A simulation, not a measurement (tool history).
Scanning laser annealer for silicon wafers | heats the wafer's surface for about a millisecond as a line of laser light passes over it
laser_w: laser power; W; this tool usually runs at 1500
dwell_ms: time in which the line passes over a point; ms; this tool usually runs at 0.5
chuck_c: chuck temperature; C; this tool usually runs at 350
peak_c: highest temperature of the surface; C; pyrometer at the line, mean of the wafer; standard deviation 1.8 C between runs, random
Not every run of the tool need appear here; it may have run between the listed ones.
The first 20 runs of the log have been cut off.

run    hour  laser_w  dwell_ms  chuck_c  peak_c
      653.9  -- optics aligned, line set to its width
 21   695.1     1536       0.5      350    1075
 22     738     1409     0.427      361     976
      755.7  -- optics aligned, line set to its width, once more
 23   787.8     1409     0.393      361     956
 24   812.3     1409     0.393      361     954
 25   836.2     1354     0.514      367    1029
 26   858.9     1357     0.515      383    1044
 27   900.8     1649     0.519      380    1178
 28   927.7     1290     0.519      373    1000
 29   968.6     1290     0.519      373    1002
 30  1009.9     1605     0.392      312     977

5 ways to go on from here, each from the tool as it stands after run 30. What would each give?
  A  1055.4     1593     0.411      312       ?
  B  1055.4     1500     0.395      319       ?
  C  1055.4     1429      0.36      312       ?
  D  1055.4     1390     0.604      363       ?
  E  1055.4     1605     0.553      312       ?

run  peak_c
  A     988
  B     942
  C     880
  D    1097
  E    1110
With the hidden condition removed and each run's random variation left untouched, the same runs would have given:
run  peak_c
  A    1004
  B     956
  C     893
  D    1114
  E    1128
